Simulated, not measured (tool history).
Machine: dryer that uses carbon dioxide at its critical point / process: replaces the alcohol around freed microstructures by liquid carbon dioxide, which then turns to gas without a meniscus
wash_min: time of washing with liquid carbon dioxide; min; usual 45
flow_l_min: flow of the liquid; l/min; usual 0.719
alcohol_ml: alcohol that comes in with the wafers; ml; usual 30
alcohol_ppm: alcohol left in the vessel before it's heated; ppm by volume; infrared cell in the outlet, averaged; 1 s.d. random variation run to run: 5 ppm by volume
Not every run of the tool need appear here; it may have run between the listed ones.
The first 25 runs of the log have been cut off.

run,hour,wash_min,flow_l_min,alcohol_ml,alcohol_ppm
26,1384,70,0.673,35,66
27,1417.3,70,0.673,35,72
28,1463.3,70,1.147,24,65
29,1514.8,44,0.55,24,103
30,1567,45,0.945,23,72
31,1631.9,45,0.945,22,75
32,1682.3,27,0.669,24,211
33,1713.9,43,0.719,105,115

3 options for the next run, each taken on its own from the tool as it stands now. Forecast them:
A,1776.7,43,1.216,107,?
B,1776.7,42,0.712,116,?
C,1776.7,31,0.716,57,?

run,alcohol_ppm
A,88
B,155
C,233
Without the tool's unlogged condition, the same runs would have read:
run,alcohol_ppm
A,10
B,53
C,105

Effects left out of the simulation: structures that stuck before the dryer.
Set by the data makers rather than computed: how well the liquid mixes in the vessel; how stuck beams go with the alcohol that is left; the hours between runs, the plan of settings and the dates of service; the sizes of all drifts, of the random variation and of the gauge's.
